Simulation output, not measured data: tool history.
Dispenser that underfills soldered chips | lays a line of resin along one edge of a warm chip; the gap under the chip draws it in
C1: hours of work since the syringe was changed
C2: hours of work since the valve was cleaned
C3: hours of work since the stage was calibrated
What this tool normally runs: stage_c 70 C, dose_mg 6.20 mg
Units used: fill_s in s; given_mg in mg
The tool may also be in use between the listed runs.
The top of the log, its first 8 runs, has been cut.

run 9 hour=30.7 | stage_c=70 dose_mg=5.51 | C1=5 C2=52 C3=189 | fill_s=133.5 given_mg=5.41
-- hour=32.4 dispensing valve cleaned and set on the balance
run 10 hour=36.9 | stage_c=70 dose_mg=6.20 | C1=9 C2=4 C3=193 | fill_s=192.6 given_mg=6.22
-- hour=38.6 new syringe of resin
run 11 hour=40.5 | stage_c=70 dose_mg=5.56 | C1=2 C2=6 C3=196 | fill_s=98.5 given_mg=5.53
run 12 hour=45.6 | stage_c=70 dose_mg=5.56 | C1=6 C2=10 C3=200 | fill_s=139.3 given_mg=5.53
run 13 hour=49.5 | stage_c=70 dose_mg=6.20 | C1=9 C2=13 C3=203 | fill_s=182.6 given_mg=6.18
-- hour=51.7 new syringe of resin
run 14 hour=53.9 | stage_c=70 dose_mg=6.20 | C1=2 C2=17 C3=207 | fill_s=96.6 given_mg=6.16
run 15 hour=57.3 | stage_c=70 dose_mg=5.98 | C1=4 C2=19 C3=209 | fill_s=123.3 given_mg=5.91
run 16 hour=59.5 | stage_c=81 dose_mg=5.86 | C1=6 C2=21 C3=211 | fill_s=85.6 given_mg=5.81
run 17 hour=63.9 | stage_c=83 dose_mg=6.14 | C1=10 C2=25 C3=215 | fill_s=106.9 given_mg=6.07
-- hour=64.7 new syringe of resin
run 18 hour=69.2 | stage_c=77 dose_mg=6.87 | C1=4 C2=29 C3=219 | fill_s=85.2 given_mg=6.76
run 19 hour=73.2 | stage_c=57 dose_mg=7.80 | C1=7 C2=32 C3=222 | fill_s=294.1 given_mg=7.73
run 20 hour=75.6 | stage_c=59 dose_mg=7.23 | C1=9 C2=34 C3=224 | fill_s=314.5 given_mg=7.14
-- hour=77.7 new syringe of resin
run 21 hour=78.3 | stage_c=59 dose_mg=7.23 | C1=1 C2=36 C3=226 | fill_s=143.0 given_mg=7.11
run 22 hour=80.8 | stage_c=59 dose_mg=7.23 | C1=2 C2=38 C3=227 | fill_s=174.1 given_mg=7.10
run 23 hour=85.5 | stage_c=59 dose_mg=7.23 | C1=6 C2=41 C3=231 | fill_s=239.9 given_mg=7.15
run 24 hour=87.9 | stage_c=82 dose_mg=7.49 | C1=8 C2=43 C3=233 | fill_s=95.5 given_mg=7.32
-- hour=90.6 new syringe of resin
run 25 hour=92.8 | stage_c=82 dose_mg=6.03 | C1=2 C2=47 C3=237 | fill_s=54.2 given_mg=5.95
run 26 hour=95.8 | stage_c=70 dose_mg=5.32 | C1=4 C2=49 C3=239 | fill_s=120.5 given_mg=5.19
-- hour=101.1 dispensing valve cleaned and set on the balance
run 27 hour=101.1 | stage_c=61 dose_mg=6.59 | C1=8 C2=0 C3=243 | fill_s=248.3 given_mg=6.63
-- hour=104.4 new syringe of resin
run 28 hour=104.9 | stage_c=67 dose_mg=6.78 | C1=0 C2=3 C3=245 | fill_s=95.4 given_mg=6.79
run 29 hour=109.9 | stage_c=75 dose_mg=6.22 | C1=4 C2=7 C3=249 | fill_s=94.1 given_mg=6.18
run 30 hour=112.2 | stage_c=57 dose_mg=6.04 | C1=6 C2=9 C3=251 | fill_s=268.8 given_mg=6.04

Below are 5 alternative next runs, each starting from the tool's condition after run 30. Predict each:
run A hour=115.1 | stage_c=65 dose_mg=6.04 | C1=8 C2=11 C3=254 | fill_s=? given_mg=?
run B hour=115.1 | stage_c=65 dose_mg=7.22 | C1=8 C2=11 C3=254 | fill_s=? given_mg=?
run C hour=115.1 | stage_c=82 dose_mg=7.63 | C1=8 C2=11 C3=254 | fill_s=? given_mg=?
run D hour=115.1 | stage_c=59 dose_mg=7.91 | C1=8 C2=11 C3=254 | fill_s=? given_mg=?
run E hour=115.1 | stage_c=59 dose_mg=5.68 | C1=8 C2=11 C3=254 | fill_s=? given_mg=?

run=A fill_s=220.2 given_mg=6.05
run=B fill_s=218.8 given_mg=7.18
run=C fill_s=98.6 given_mg=7.63
run=D fill_s=293.6 given_mg=7.87
run=E fill_s=296.7 given_mg=5.69
Without the tool's hidden state the same runs would have given:
run=A fill_s=115.9 given_mg=6.06
run=B fill_s=115.4 given_mg=7.20
run=C fill_s=51.3 given_mg=7.65
run=D fill_s=155.2 given_mg=7.89
run=E fill_s=156.9 given_mg=5.70
